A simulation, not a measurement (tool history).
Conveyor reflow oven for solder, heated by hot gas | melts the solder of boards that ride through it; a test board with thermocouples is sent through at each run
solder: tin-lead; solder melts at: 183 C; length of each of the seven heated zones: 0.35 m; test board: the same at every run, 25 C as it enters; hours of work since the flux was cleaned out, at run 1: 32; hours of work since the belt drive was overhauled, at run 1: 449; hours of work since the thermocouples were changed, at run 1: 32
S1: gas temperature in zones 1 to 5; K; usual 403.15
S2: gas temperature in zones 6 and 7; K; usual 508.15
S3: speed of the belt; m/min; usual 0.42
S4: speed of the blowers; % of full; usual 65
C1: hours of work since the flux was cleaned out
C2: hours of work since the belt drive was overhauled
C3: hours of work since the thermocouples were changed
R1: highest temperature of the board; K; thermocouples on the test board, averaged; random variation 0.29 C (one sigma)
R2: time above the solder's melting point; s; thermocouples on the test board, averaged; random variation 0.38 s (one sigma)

| run | hour | S1 | S2 | S3 | S4 | C1 | C2 | C3 | R1 | R2 |
|---|---|---|---|---|---|---|---|---|---|---|
| 1 | 0 | 403.15 | 508.15 | 0.42 | 65 | 32 | 449 | 32 | 486.45 | 66.2 |
| 2 | 31.5 | 403.15 | 515.15 | 0.42 | 65 | 57 | 474 | 57 | 492.35 | 73.7 |
| 3 | 51.5 | 403.15 | 508.15 | 0.42 | 81 | 73 | 490 | 73 | 490.45 | 72.4 |
| 4 | 74.8 | 403.15 | 508.15 | 0.42 | 81 | 91 | 508 | 91 | 490.15 | 72.2 |
| 5 | 105.8 | 403.15 | 508.15 | 0.42 | 67 | 116 | 532 | 116 | 486.75 | 66.9 |
| 6 | 121.2 | 403.15 | 508.15 | 0.42 | 67 | 128 | 544 | 128 | 486.45 | 67 |
| 7 | 152.7 | 403.15 | 508.15 | 0.42 | 67 | 153 | 569 | 153 | 486.65 | 66.8 |
| 8 | 172.7 | 403.15 | 508.15 | 0.42 | 65 | 168 | 585 | 168 | 485.75 | 65.6 |
| 9 | 203.9 | 403.15 | 516.15 | 0.42 | 65 | 193 | 609 | 193 | 492.55 | 72.9 |
| 10 | 240.7 | 403.15 | 516.15 | 0.42 | 65 | 222 | 638 | 222 | 492.85 | 73.1 |
| 11 | 262.7 | 404.15 | 497.15 | 0.384 | 51 | 239 | 656 | 239 | 475.25 | 55.9 |
|  | 289.2 | flux residue cleaned out of gas plates and filters |
| 12 | 289.8 | 404.15 | 497.15 | 0.384 | 51 | 0 | 673 | 256 | 476.35 | 57.5 |
| 13 | 307 | 412.15 | 508.15 | 0.42 | 65 | 14 | 687 | 270 | 489.25 | 73.5 |
| 14 | 335.8 | 412.15 | 508.15 | 0.42 | 65 | 37 | 709 | 293 | 488.85 | 73.7 |
| 15 | 358.1 | 417.15 | 508.15 | 0.42 | 65 | 54 | 727 | 310 | 490.25 | 77.6 |
| 16 | 390.8 | 393.15 | 509.15 | 0.42 | 50 | 80 | 753 | 336 | 479.45 | 52.1 |
| 17 | 408.3 | 409.15 | 508.15 | 0.42 | 56 | 94 | 766 | 350 | 484.65 | 67.5 |
| 18 | 445 | 409.15 | 508.15 | 0.42 | 56 | 123 | 795 | 379 | 484.85 | 66.7 |
| 19 | 469.8 | 403.15 | 520.15 | 0.42 | 64 | 142 | 815 | 398 | 496.25 | 77.5 |
| 20 | 501.6 | 403.15 | 507.15 | 0.373 | 65 | 167 | 840 | 423 | 490.55 | 80.8 |

4 ways to go on from here, each from the tool as it stands after run 20. What would each give?
| A | 531.4 | 411.15 | 507.15 | 0.484 | 53 | 191 | 863 | 447 | ? | ? |
| B | 531.4 | 392.15 | 508.15 | 0.42 | 65 | 191 | 863 | 447 | ? | ? |
| C | 531.4 | 408.15 | 507.15 | 0.413 | 68 | 191 | 863 | 447 | ? | ? |
| D | 531.4 | 403.15 | 508.15 | 0.381 | 65 | 191 | 863 | 447 | ? | ? |

| run | R1 | R2 |
|---|---|---|
| A | 476.75 | 47.1 |
| B | 484.75 | 60 |
| C | 488.25 | 72.8 |
| D | 490.55 | 79.4 |
Without the tool's hidden state the same runs would have given:
| run | R1 | R2 |
|---|---|---|
| A | 476.45 | 46.1 |
| B | 484.65 | 59 |
| C | 488.05 | 71.6 |
| D | 490.25 | 77.9 |
